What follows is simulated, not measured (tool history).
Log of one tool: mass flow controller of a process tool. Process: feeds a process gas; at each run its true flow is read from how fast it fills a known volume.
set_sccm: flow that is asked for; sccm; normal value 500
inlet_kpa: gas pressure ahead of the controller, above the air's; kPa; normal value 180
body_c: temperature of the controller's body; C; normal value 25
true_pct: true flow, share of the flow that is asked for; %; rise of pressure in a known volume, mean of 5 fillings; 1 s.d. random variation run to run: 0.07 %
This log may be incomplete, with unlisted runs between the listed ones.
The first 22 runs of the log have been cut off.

run	hour	set_sccm	inlet_kpa	body_c	hours of work since the controller was set to zero	hours of work since the controller was changed	true_pct
23	1188.2	500	180	25	1429	1429	99.04
24	1225.5	500	180	25	1444	1444	98.84
25	1286.3	500	180	25	1467	1467	98.89
26	1356.5	500	180	25	1493	1493	98.99
27	1394.4	252	267	33	1508	1508	98.73
28	1429.7	252	267	33	1521	1521	98.62
29	1463.2	252	267	33	1534	1534	98.94
30	1523.9	866	142	23	1557	1557	99.53

Run 31, settings as shown, results not yet in. Your forecast:
31	1598.1	398	142	23	1585	1585	?

{"run 31": {"true_pct": 98.37}}
Without the tool's hidden state the same run would have given true_pct 98.57 %.

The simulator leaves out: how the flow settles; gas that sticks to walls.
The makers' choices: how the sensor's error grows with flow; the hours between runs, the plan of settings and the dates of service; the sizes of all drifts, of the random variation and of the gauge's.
